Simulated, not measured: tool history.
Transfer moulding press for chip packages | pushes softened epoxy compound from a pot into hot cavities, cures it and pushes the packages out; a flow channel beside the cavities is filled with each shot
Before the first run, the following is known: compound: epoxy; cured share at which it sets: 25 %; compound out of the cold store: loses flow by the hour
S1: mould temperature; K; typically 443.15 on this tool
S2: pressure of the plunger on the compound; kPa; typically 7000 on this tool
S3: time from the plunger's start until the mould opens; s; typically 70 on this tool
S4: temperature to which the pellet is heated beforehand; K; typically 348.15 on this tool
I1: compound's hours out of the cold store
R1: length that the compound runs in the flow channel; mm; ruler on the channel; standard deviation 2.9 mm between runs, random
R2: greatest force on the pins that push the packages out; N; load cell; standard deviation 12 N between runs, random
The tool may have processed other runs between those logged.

{"run": 1, "hour": 0.0, "S1": 443.15, "S2": 7000, "S3": 70, "S4": 348.15, "I1": 36.7, "R1": 551, "R2": 774}
{"run": 2, "hour": 17.3, "S1": 443.15, "S2": 7000, "S3": 70, "S4": 348.15, "I1": 28.7, "R1": 570, "R2": 829}
{"hour": 20.7, "done": "cavities cleaned with cleaning compound and waxed"}
{"run": 3, "hour": 28.7, "S1": 443.15, "S2": 7000, "S3": 70, "S4": 348.15, "I1": 26.5, "R1": 581, "R2": 585}
{"run": 4, "hour": 40.1, "S1": 443.15, "S2": 7000, "S3": 70, "S4": 348.15, "I1": 8.3, "R1": 638, "R2": 673}
{"run": 5, "hour": 54.6, "S1": 436.15, "S2": 7000, "S3": 70, "S4": 348.15, "I1": 25, "R1": 598, "R2": 1164}
{"run": 6, "hour": 73.9, "S1": 436.15, "S2": 7000, "S3": 70, "S4": 348.15, "I1": 19.9, "R1": 614, "R2": 1301}
{"hour": 91.1, "done": "cavities cleaned with cleaning compound and waxed"}
{"run": 7, "hour": 91.1, "S1": 436.15, "S2": 7000, "S3": 70, "S4": 348.15, "I1": 46.9, "R1": 531, "R2": 829}
{"run": 8, "hour": 103.2, "S1": 443.15, "S2": 7000, "S3": 62, "S4": 348.15, "I1": 28.2, "R1": 566, "R2": 730}
{"run": 9, "hour": 123.7, "S1": 443.15, "S2": 7000, "S3": 70, "S4": 348.15, "I1": 36.7, "R1": 536, "R2": 703}
{"run": 10, "hour": 145.9, "S1": 443.15, "S2": 7000, "S3": 70, "S4": 348.15, "I1": 31.2, "R1": 549, "R2": 769}
{"run": 11, "hour": 155.4, "S1": 443.15, "S2": 7000, "S3": 70, "S4": 353.15, "I1": 43.8, "R1": 513, "R2": 770}
{"hour": 162.6, "done": "cavities cleaned with cleaning compound and waxed"}
{"hour": 170.5, "done": "mould's thermocouples calibrated"}
{"run": 12, "hour": 177.1, "S1": 443.15, "S2": 7000, "S3": 70, "S4": 353.15, "I1": 39.5, "R1": 521, "R2": 628}
{"run": 13, "hour": 193.1, "S1": 443.15, "S2": 7000, "S3": 81, "S4": 353.15, "I1": 21.1, "R1": 576, "R2": 612}
{"run": 14, "hour": 206.5, "S1": 443.15, "S2": 7000, "S3": 81, "S4": 353.15, "I1": 12.4, "R1": 604, "R2": 662}
{"hour": 218.8, "done": "plunger's sealing rings changed"}
{"run": 15, "hour": 220.4, "S1": 442.15, "S2": 7210, "S3": 59, "S4": 352.15, "I1": 20.5, "R1": 624, "R2": 1171}
{"hour": 237.7, "done": "cavities cleaned with cleaning compound and waxed"}
{"run": 16, "hour": 237.8, "S1": 443.15, "S2": 7190, "S3": 56, "S4": 348.15, "I1": 44.9, "R1": 540, "R2": 789}
{"run": 17, "hour": 260.3, "S1": 443.15, "S2": 7190, "S3": 56, "S4": 348.15, "I1": 10.4, "R1": 658, "R2": 1093}
{"run": 18, "hour": 282.5, "S1": 440.15, "S2": 7000, "S3": 70, "S4": 355.15, "I1": 10.5, "R1": 653, "R2": 957}
{"run": 19, "hour": 295.2, "S1": 440.15, "S2": 7000, "S3": 70, "S4": 355.15, "I1": 39.6, "R1": 551, "R2": 890}
{"run": 20, "hour": 305.7, "S1": 443.15, "S2": 7000, "S3": 108, "S4": 348.15, "I1": 27.1, "R1": 585, "R2": 688}
{"hour": 308.3, "done": "cavities cleaned with cleaning compound and waxed"}
{"run": 21, "hour": 321.6, "S1": 435.15, "S2": 6180, "S3": 107, "S4": 356.15, "I1": 32.8, "R1": 551, "R2": 553}
{"run": 22, "hour": 334.0, "S1": 435.15, "S2": 6180, "S3": 107, "S4": 356.15, "I1": 31.8, "R1": 552, "R2": 598}
{"run": 23, "hour": 356.0, "S1": 438.15, "S2": 6180, "S3": 107, "S4": 356.15, "I1": 19.3, "R1": 583, "R2": 638}

5 options for the next run, each taken on its own from the tool as it stands now. Forecast them:
{"hour": 379.9, "done": "cavities cleaned with cleaning compound and waxed"}
{"run": "A", "hour": 380.4, "S1": 443.15, "S2": 8280, "S3": 70, "S4": 348.15, "I1": 36.1, "R1": "?", "R2": "?"}
{"hour": 379.9, "done": "cavities cleaned with cleaning compound and waxed"}
{"run": "B", "hour": 380.4, "S1": 443.15, "S2": 7180, "S3": 60, "S4": 358.15, "I1": 29.3, "R1": "?", "R2": "?"}
{"hour": 379.9, "done": "cavities cleaned with cleaning compound and waxed"}
{"run": "C", "hour": 380.4, "S1": 443.15, "S2": 6250, "S3": 70, "S4": 356.15, "I1": 27.5, "R1": "?", "R2": "?"}
{"hour": 379.9, "done": "cavities cleaned with cleaning compound and waxed"}
{"run": "D", "hour": 380.4, "S1": 445.15, "S2": 5450, "S3": 50, "S4": 348.15, "I1": 46.8, "R1": "?", "R2": "?"}
{"hour": 379.9, "done": "cavities cleaned with cleaning compound and waxed"}
{"run": "E", "hour": 380.4, "S1": 438.15, "S2": 6180, "S3": 107, "S4": 356.15, "I1": 28.2, "R1": "?", "R2": "?"}

run=A R1=591 R2=557
run=B R1=571 R2=718
run=C R1=545 R2=567
run=D R1=453 R2=886
run=E R1=547 R2=469
With no hidden state in the tool, these same runs would have given:
run=A R1=613 R2=546
run=B R1=593 R2=709
run=C R1=565 R2=556
run=D R1=470 R2=876
run=E R1=568 R2=455
